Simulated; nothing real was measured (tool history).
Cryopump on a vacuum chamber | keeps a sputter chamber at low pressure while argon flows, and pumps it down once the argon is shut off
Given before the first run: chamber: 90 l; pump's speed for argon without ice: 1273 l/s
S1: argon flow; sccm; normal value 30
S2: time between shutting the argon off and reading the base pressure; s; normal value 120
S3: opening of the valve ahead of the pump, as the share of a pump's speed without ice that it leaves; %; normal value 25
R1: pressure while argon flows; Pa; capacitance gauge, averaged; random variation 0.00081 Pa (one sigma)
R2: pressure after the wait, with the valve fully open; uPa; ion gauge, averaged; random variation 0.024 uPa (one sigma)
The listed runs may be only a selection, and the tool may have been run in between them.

run,hour,S1,S2,S3,R1,R2
1,0.0,30,120,25,0.1640,3.07
2,49.3,15,120,25,0.0833,3.03
3,102.9,15,120,25,0.0832,3.26
4,145.9,15,120,25,0.0840,3.25
5,199.5,15,120,25,0.0860,3.38
6,243.9,19,120,25,0.1074,3.40
7,298.6,30,120,25,0.1701,3.46
8,387.3,43,120,25,0.2463,3.58
# hour 433.4: pump warmed up, emptied and cooled again
9,434.4,43,76,25,0.2299,3.38
# hour 442.8: leaking fittings of the chamber tightened, without venting
10,523.2,43,76,25,0.2304,1.45
11,607.3,30,120,35,0.1156,1.07
12,668.6,29,120,25,0.1577,1.18
13,741.9,29,120,25,0.1592,1.12
14,781.7,29,120,25,0.1578,1.20
15,865.2,29,120,25,0.1589,1.26
16,929.2,30,120,15,0.2725,1.35
17,1021.8,18,120,25,0.0999,1.43
18,1091.7,38,285,29,0.1837,1.10
19,1160.8,25,88,25,0.1407,1.84
20,1228.8,28,67,25,0.1584,2.19
21,1306.7,28,67,25,0.1611,2.28
22,1359.7,37,97,25,0.2126,1.99
# hour 1393.0: pump warmed up, emptied and cooled again
23,1413.4,45,33,16,0.3725,3.42
24,1478.5,25,52,34,0.0983,2.60
25,1557.9,13,185,15,0.1160,1.46
26,1601.5,30,69,17,0.2367,2.31
27,1682.3,30,69,17,0.2391,2.39
28,1741.6,30,43,25,0.1655,3.23
29,1811.7,30,21,25,0.1647,5.10
30,1894.4,30,21,25,0.1666,5.14
31,1968.7,21,28,29,0.1023,4.53
32,2041.2,21,66,45,0.0690,2.85
33,2093.8,21,66,45,0.0689,2.93

Some steps in R1 between neighbouring runs. How much of each would the tool show without its hidden state too (settings, what came in, random variation), and how much is left for the hidden state, with any gauge scatter that isn't in both results?
Unlogged tool condition in this case: pump's speed, % of a pump's without ice; cold plate's temperature, K; leak into the chamber, uPa l/s; drift of the gauge itself on working_pa, %; drift of the gauge itself on base_upa, %.
Run 7 -> 8: S1 30 -> 43. R1 +0.0762 Pa: hidden state +0.0070, all else +0.0692.
Run 8 -> 9: S2 120 -> 76, pump warmed up, emptied and cooled again. R1 -0.0164 Pa: hidden state -0.0174, all else +0.0010.
Run 16 -> 17: S1 30 -> 18, S3 15 -> 25. R1 -0.1726 Pa: hidden state -0.0018, all else -0.1708.
Run 22 -> 23: S1 37 -> 45, S2 97 -> 33, S3 25 -> 16, pump warmed up, emptied and cooled again. R1 +0.1599 Pa: hidden state -0.0150, all else +0.1749.
Run 23 -> 24: S1 45 -> 25, S2 33 -> 52, S3 16 -> 34. R1 -0.2742 Pa: hidden state +0.0001, all else -0.2743.
